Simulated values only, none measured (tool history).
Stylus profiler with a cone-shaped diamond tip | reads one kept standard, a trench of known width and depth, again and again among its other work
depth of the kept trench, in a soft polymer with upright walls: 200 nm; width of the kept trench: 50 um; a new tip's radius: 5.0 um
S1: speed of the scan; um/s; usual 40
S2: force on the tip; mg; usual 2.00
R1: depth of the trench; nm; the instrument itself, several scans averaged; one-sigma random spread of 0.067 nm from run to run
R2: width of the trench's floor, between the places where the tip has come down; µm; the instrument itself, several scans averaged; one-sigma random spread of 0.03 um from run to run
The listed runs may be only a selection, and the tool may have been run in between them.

run 1 hour=0.0 | S1=40 S2=2.00 | R1=200.81 R2=46.74
run 2 hour=30.5 | S1=40 S2=2.00 | R1=200.60 R2=46.71
run 3 hour=53.8 | S1=40 S2=2.00 | R1=200.71 R2=46.76
run 4 hour=67.3 | S1=40 S2=2.00 | R1=200.74 R2=46.72
run 5 hour=80.8 | S1=40 S2=2.00 | R1=200.77 R2=46.78
run 6 hour=99.3 | S1=40 S2=2.00 | R1=200.78 R2=46.71
run 7 hour=115.8 | S1=40 S2=2.00 | R1=200.65 R2=46.73
run 8 hour=129.9 | S1=40 S2=4.55 | R1=201.40 R2=46.79
run 9 hour=157.5 | S1=40 S2=4.55 | R1=201.46 R2=46.85
run 10 hour=178.2 | S1=40 S2=4.55 | R1=201.48 R2=46.81
run 11 hour=205.5 | S1=40 S2=1.55 | R1=200.42 R2=46.73
run 12 hour=226.3 | S1=40 S2=1.55 | R1=200.53 R2=46.66
run 13 hour=253.1 | S1=40 S2=1.48 | R1=200.37 R2=46.67
run 14 hour=267.9 | S1=20 S2=2.00 | R1=200.62 R2=46.77
run 15 hour=294.3 | S1=17 S2=2.51 | R1=200.69 R2=46.81
run 16 hour=324.7 | S1=90 S2=1.44 | R1=200.40 R2=46.26
run 17 hour=351.6 | S1=40 S2=4.10 | R1=201.19 R2=46.67
run 18 hour=371.8 | S1=153 S2=4.77 | R1=201.43 R2=46.29
run 19 hour=384.8 | S1=18 S2=4.35 | R1=201.39 R2=46.81

4 ways to go on from here, each from the tool as it stands after run 19. What would each give?
run A hour=401.1 | S1=61 S2=5.52 | R1=? R2=?
run B hour=401.1 | S1=156 S2=5.97 | R1=? R2=?
run C hour=401.1 | S1=64 S2=0.68 | R1=? R2=?
run D hour=401.1 | S1=31 S2=3.32 | R1=? R2=?

run=A R1=201.68 R2=46.71
run=B R1=201.77 R2=46.32
run=C R1=200.04 R2=46.18
run=D R1=200.97 R2=46.75
Had the tool no hidden state, the same runs would have come out as:
run=A R1=202.23 R2=47.00
run=B R1=202.32 R2=46.61
run=C R1=200.59 R2=46.47
run=D R1=201.52 R2=47.04
